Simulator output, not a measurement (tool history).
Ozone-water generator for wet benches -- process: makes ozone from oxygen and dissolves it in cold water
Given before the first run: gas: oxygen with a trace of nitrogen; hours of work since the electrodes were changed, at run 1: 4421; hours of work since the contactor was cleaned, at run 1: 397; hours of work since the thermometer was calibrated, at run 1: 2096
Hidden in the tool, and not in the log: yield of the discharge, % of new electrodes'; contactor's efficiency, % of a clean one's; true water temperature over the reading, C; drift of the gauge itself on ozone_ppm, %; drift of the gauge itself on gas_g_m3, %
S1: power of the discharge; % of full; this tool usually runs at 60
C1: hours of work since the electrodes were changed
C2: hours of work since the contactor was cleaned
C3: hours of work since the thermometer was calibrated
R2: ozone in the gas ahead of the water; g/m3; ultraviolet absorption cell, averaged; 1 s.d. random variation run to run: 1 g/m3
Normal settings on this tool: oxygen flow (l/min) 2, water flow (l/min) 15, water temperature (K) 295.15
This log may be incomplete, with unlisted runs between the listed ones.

run 1 hour=0 | S1=60 oxygen_flow_(l/min)=2 water_flow_(l/min)=15 water_temperature_(K)=295.15 | C1=4421 C2=397 C3=2096 | dissolved_ozone_(ppm)=10.4 R2=176.7
run 2 hour=103.3 | S1=60 oxygen_flow_(l/min)=2 water_flow_(l/min)=15 water_temperature_(K)=295.15 | C1=4510 C2=487 C3=2185 | dissolved_ozone_(ppm)=10.4 R2=176.5
run 3 hour=185.4 | S1=60 oxygen_flow_(l/min)=2 water_flow_(l/min)=15 water_temperature_(K)=295.15 | C1=4581 C2=558 C3=2256 | dissolved_ozone_(ppm)=10.3 R2=177.8
run 4 hour=274.2 | S1=60 oxygen_flow_(l/min)=2 water_flow_(l/min)=15 water_temperature_(K)=295.15 | C1=4658 C2=635 C3=2333 | dissolved_ozone_(ppm)=10.1 R2=176.4
run 5 hour=385.5 | S1=60 oxygen_flow_(l/min)=1.91 water_flow_(l/min)=15 water_temperature_(K)=295.15 | C1=4755 C2=731 C3=2430 | dissolved_ozone_(ppm)=10.1 R2=177.5
run 6 hour=548.6 | S1=60 oxygen_flow_(l/min)=1.91 water_flow_(l/min)=15 water_temperature_(K)=295.15 | C1=4896 C2=873 C3=2571 | dissolved_ozone_(ppm)=10.3 R2=178.3
run 7 hour=724.1 | S1=45 oxygen_flow_(l/min)=2 water_flow_(l/min)=15 water_temperature_(K)=295.15 | C1=5048 C2=1025 C3=2723 | dissolved_ozone_(ppm)=8.2 R2=137
run 8 hour=924.5 | S1=45 oxygen_flow_(l/min)=2 water_flow_(l/min)=15 water_temperature_(K)=295.15 | C1=5222 C2=1198 C3=2897 | dissolved_ozone_(ppm)=8.1 R2=137.9
run 9 hour=1124 | S1=60 oxygen_flow_(l/min)=2 water_flow_(l/min)=15 water_temperature_(K)=295.15 | C1=5395 C2=1371 C3=3070 | dissolved_ozone_(ppm)=10.4 R2=174.8
run 10 hour=1284.4 | S1=60 oxygen_flow_(l/min)=2 water_flow_(l/min)=15 water_temperature_(K)=295.15 | C1=5534 C2=1510 C3=3209 | dissolved_ozone_(ppm)=10.2 R2=175
run 11 hour=1449.7 | S1=87 oxygen_flow_(l/min)=2.97 water_flow_(l/min)=12 water_temperature_(K)=291.15 | C1=5677 C2=1654 C3=3352 | dissolved_ozone_(ppm)=20.5 R2=209.6
run 12 hour=1600.9 | S1=87 oxygen_flow_(l/min)=2.97 water_flow_(l/min)=12 water_temperature_(K)=291.15 | C1=5808 C2=1785 C3=3483 | dissolved_ozone_(ppm)=20.5 R2=211.7
-- hour=1670.7 water thermometer calibrated
run 13 hour=1772.9 | S1=60 oxygen_flow_(l/min)=2 water_flow_(l/min)=10 water_temperature_(K)=295.15 | C1=5957 C2=1933 C3=89 | dissolved_ozone_(ppm)=15 R2=175.2
run 14 hour=1885.5 | S1=60 oxygen_flow_(l/min)=2.59 water_flow_(l/min)=21 water_temperature_(K)=299.15 | C1=6055 C2=2031 C3=186 | dissolved_ozone_(ppm)=8 R2=158.6
run 15 hour=2025.4 | S1=55 oxygen_flow_(l/min)=2.59 water_flow_(l/min)=21 water_temperature_(K)=299.15 | C1=6176 C2=2152 C3=308 | dissolved_ozone_(ppm)=7.2 R2=149.5
run 16 hour=2190.2 | S1=55 oxygen_flow_(l/min)=1.94 water_flow_(l/min)=21 water_temperature_(K)=295.15 | C1=6319 C2=2295 C3=450 | dissolved_ozone_(ppm)=6.7 R2=163.5
run 17 hour=2295 | S1=54 oxygen_flow_(l/min)=1.94 water_flow_(l/min)=21 water_temperature_(K)=295.15 | C1=6410 C2=2386 C3=541 | dissolved_ozone_(ppm)=6.3 R2=160.5
run 18 hour=2406.3 | S1=54 oxygen_flow_(l/min)=1.94 water_flow_(l/min)=21 water_temperature_(K)=295.15 | C1=6506 C2=2483 C3=638 | dissolved_ozone_(ppm)=6.4 R2=159
run 19 hour=2604.7 | S1=54 oxygen_flow_(l/min)=1.94 water_flow_(l/min)=21 water_temperature_(K)=295.15 | C1=6678 C2=2655 C3=810 | dissolved_ozone_(ppm)=6.6 R2=160.3

Per-run results on a tool with no hidden state, each run keeping its own random variation:
run=1 R2=176.8
run=2 R2=176.8
run=3 R2=178.2
run=4 R2=176.9
run=5 R2=178.2
run=6 R2=179.2
run=7 R2=137.9
run=8 R2=139
run=9 R2=176.5
run=10 R2=176.9
run=11 R2=212.3
run=12 R2=214.7
run=13 R2=177.9
run=14 R2=161.2
run=15 R2=152.1
run=16 R2=166.6
run=17 R2=163.6
run=18 R2=162.3
run=19 R2=163.8
dissolved ozone (ppm): differs from the measured result by no more than 0.1 in any run.
